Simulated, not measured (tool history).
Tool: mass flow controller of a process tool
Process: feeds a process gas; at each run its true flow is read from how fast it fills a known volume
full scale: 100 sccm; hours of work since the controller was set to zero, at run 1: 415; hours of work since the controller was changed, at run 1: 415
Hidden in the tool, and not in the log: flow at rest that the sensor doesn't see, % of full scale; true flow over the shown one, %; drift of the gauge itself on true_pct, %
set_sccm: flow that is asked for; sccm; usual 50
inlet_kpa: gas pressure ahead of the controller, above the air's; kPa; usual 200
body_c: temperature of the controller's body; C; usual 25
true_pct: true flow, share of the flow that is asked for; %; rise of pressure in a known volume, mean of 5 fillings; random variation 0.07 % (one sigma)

run,hour,set_sccm,inlet_kpa,body_c,hours of work since the controller was set to zero,hours of work since the controller was changed,true_pct
1,0.0,50,200,25,415,415,99.66
2,158.2,50,200,25,493,493,99.65
3,325.6,44,200,25,576,576,99.67
4,457.3,44,200,25,641,641,99.83
5,572.4,44,200,25,699,699,99.85
6,704.5,50,200,25,764,764,99.81
7,873.3,50,200,25,848,848,99.94
8,955.1,50,200,25,888,888,100.06
9,1090.7,13,200,25,956,956,101.06
10,1260.2,13,200,23,1040,1040,101.30
11,1424.2,13,200,23,1121,1121,101.46
12,1550.6,13,256,23,1183,1183,101.73
# hour 1563.1: controller's zero set anew
13,1643.2,13,256,23,40,1229,103.48
14,1773.1,24,200,25,104,1294,101.59
15,1843.4,14,200,25,139,1328,103.47
16,1990.3,14,200,25,212,1401,103.64
# hour 2017.0: controller's zero set anew, once more
17,2120.1,14,200,25,51,1465,99.41
18,2215.8,14,200,25,99,1513,99.47
19,2355.2,31,149,31,168,1582,99.69
20,2461.0,31,252,22,220,1634,99.65
21,2589.6,75,261,34,284,1698,100.76
22,2713.8,32,261,35,345,1760,100.16
23,2884.7,50,199,36,430,1844,100.32
24,2962.3,50,159,29,469,1883,99.99
25,3086.6,33,172,22,530,1944,99.77
26,3239.8,46,172,31,606,2020,100.26
27,3399.5,62,172,25,685,2100,100.29
28,3560.3,25,207,24,765,2179,100.36
29,3660.9,13,158,24,815,2229,101.11
30,3831.5,50,218,21,900,2314,100.30
31,3962.7,50,218,21,965,2379,100.37
32,4064.2,16,247,22,1015,2429,101.25
33,4149.9,16,247,22,1057,2472,101.32
34,4297.8,16,247,22,1131,2545,101.56
35,4426.0,62,190,21,1194,2608,100.70

Forecast each of these 4 alternatives for the next run:
A,4533.1,56,248,31,1247,2662,?
B,4533.1,82,200,26,1247,2662,?
C,4533.1,11,147,21,1247,2662,?
D,4533.1,50,200,30,1247,2662,?

run,true_pct
A,100.86
B,101.00
C,102.68
D,100.79
Without the tool's hidden state the same runs would have given:
run,true_pct
A,99.30
B,99.66
C,98.14
D,99.14
